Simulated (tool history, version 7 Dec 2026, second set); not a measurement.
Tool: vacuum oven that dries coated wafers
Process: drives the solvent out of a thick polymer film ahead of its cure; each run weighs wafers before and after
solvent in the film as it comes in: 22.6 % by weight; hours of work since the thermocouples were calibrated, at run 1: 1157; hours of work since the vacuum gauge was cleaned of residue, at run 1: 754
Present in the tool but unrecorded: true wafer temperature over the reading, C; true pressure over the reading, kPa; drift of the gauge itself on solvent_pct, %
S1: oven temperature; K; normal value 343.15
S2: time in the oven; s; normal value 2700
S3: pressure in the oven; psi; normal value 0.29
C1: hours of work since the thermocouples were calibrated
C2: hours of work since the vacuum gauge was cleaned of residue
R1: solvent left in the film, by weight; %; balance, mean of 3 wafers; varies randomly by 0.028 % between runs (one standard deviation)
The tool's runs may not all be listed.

Run 1, hour 0: usual settings; C1 1157; C2 754. Result: R1 1.08 %.
Run 2, hour 74.6: usual settings; C1 1189; C2 787. Result: R1 1.07 %.
Run 3, hour 126.2: usual settings; C1 1211; C2 809. Result: R1 1.07 %.
Run 4, hour 187.8: usual settings but S2 1560 s; C1 1238; C2 836. Result: R1 2.35 %.
Run 5, hour 240.3: usual settings but S2 1560 s; C1 1261; C2 859. Result: R1 2.32 %.
Run 6, hour 291.6: usual settings but S2 1560 s; C1 1283; C2 881. Result: R1 2.32 %.
Run 7, hour 362.9: usual settings but S2 1560 s; C1 1314; C2 912. Result: R1 2.34 %.
Run 8, hour 418.3: usual settings but S2 1560 s; C1 1339; C2 936. Result: R1 2.29 %.
Run 9, hour 489.9: usual settings but S2 4560 s, S3 0.181 psi; C1 1370; C2 967. Result: R1 0.53 %.
Run 10, hour 598.9: usual settings but S1 345.15 K, S2 2220 s; C1 1417; C2 1015. Result: R1 1.05 %.
At hour 618.1: vacuum gauge cleaned of residue and calibrated.
Run 11, hour 691.4: usual settings but S1 331.15 K, S2 2220 s; C1 1457; C2 32. Result: R1 5.22 %.

Estimate the outcome of run 12 from the log above:
Run 12, hour 757.5: usual settings but S1 352.15 K, S2 4680 s, S3 0.306 psi; C1 1485; C2 61. Result: R1 ?.

R1: 0.54 %
Minus the tool's unlogged condition, the same run would have read R1 0.62 %.

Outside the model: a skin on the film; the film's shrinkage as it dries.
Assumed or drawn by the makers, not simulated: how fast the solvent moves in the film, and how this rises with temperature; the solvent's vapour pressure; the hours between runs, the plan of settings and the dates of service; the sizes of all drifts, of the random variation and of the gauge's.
